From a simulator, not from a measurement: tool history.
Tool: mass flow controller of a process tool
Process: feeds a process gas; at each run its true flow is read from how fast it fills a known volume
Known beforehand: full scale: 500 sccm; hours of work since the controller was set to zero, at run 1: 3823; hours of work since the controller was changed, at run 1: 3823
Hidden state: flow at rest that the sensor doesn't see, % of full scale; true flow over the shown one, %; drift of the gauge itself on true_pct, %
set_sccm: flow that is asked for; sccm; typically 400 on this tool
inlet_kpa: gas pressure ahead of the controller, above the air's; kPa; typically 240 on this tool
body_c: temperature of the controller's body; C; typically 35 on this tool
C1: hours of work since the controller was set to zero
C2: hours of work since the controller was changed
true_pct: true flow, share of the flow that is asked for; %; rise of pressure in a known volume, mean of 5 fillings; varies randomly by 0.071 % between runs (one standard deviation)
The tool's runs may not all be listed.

Run 1, hour 0: usual settings; C1 3823; C2 3823. Result: true_pct 99.59 %.
Run 2, hour 354.2: usual settings; C1 3980; C2 3980. Result: true_pct 99.64 %.
Run 3, hour 659.7: usual settings; C1 4115; C2 4115. Result: true_pct 99.52 %.
Run 4, hour 867.7: usual settings but set_sccm 399 sccm; C1 4207; C2 4207. Result: true_pct 99.44 %.
Run 5, hour 1162.7: usual settings but set_sccm 399 sccm; C1 4337; C2 4337. Result: true_pct 99.45 %.
Run 6, hour 1417.4: usual settings but set_sccm 399 sccm; C1 4450; C2 4450. Result: true_pct 99.42 %.
Run 7, hour 1623.9: usual settings but set_sccm 399 sccm; C1 4541; C2 4541. Result: true_pct 99.35 %.
Run 8, hour 1968.2: usual settings but set_sccm 399 sccm; C1 4693; C2 4693. Result: true_pct 99.32 %.
Run 9, hour 2140.9: usual settings but set_sccm 399 sccm; C1 4769; C2 4769. Result: true_pct 99.36 %.
Run 10, hour 2407: usual settings but set_sccm 142 sccm, inlet_kpa 201 kPa; C1 4887; C2 4887. Result: true_pct 99.45 %.
At hour 2439.4: controller's zero set anew.
Run 11, hour 2795: usual settings but set_sccm 450 sccm, inlet_kpa 207 kPa, body_c 25 C; C1 157; C2 5058. Result: true_pct 98.56 %.
Run 12, hour 3173: usual settings but set_sccm 450 sccm, inlet_kpa 207 kPa, body_c 25 C; C1 324; C2 5225. Result: true_pct 98.63 %.
Run 13, hour 3434: usual settings but set_sccm 450 sccm, inlet_kpa 207 kPa, body_c 25 C; C1 440; C2 5341. Result: true_pct 98.43 %.
Run 14, hour 3655.2: usual settings but set_sccm 450 sccm, inlet_kpa 207 kPa, body_c 25 C; C1 537; C2 5438. Result: true_pct 98.52 %.
Run 15, hour 4004.7: usual settings but set_sccm 450 sccm, inlet_kpa 207 kPa, body_c 25 C; C1 692; C2 5593. Result: true_pct 98.49 %.
At hour 4068.1: controller's zero set anew, once more.
Run 16, hour 4330: usual settings but set_sccm 300 sccm, inlet_kpa 214 kPa, body_c 37 C; C1 116; C2 5736. Result: true_pct 97.32 %.
Run 17, hour 4566.9: usual settings but set_sccm 300 sccm, inlet_kpa 214 kPa, body_c 37 C; C1 220; C2 5841. Result: true_pct 97.42 %.

Pick out some run-to-run changes in true_pct. Of each, how much would a tool without hidden state show as well, from the settings, what came in and chance, and how much is left for the hidden state and any gauge scatter not in both results compared?
Run 10 -> 11: set_sccm 142 -> 450, inlet_kpa 201 -> 207, body_c 35 -> 25, controller's zero set anew. true_pct -0.89 %: hidden state -2.04, all else +1.15.
Run 15 -> 16: set_sccm 450 -> 300, inlet_kpa 207 -> 214, body_c 25 -> 37, controller's zero set anew, once more. true_pct -1.17 %: hidden state -1.25, all else +0.08.
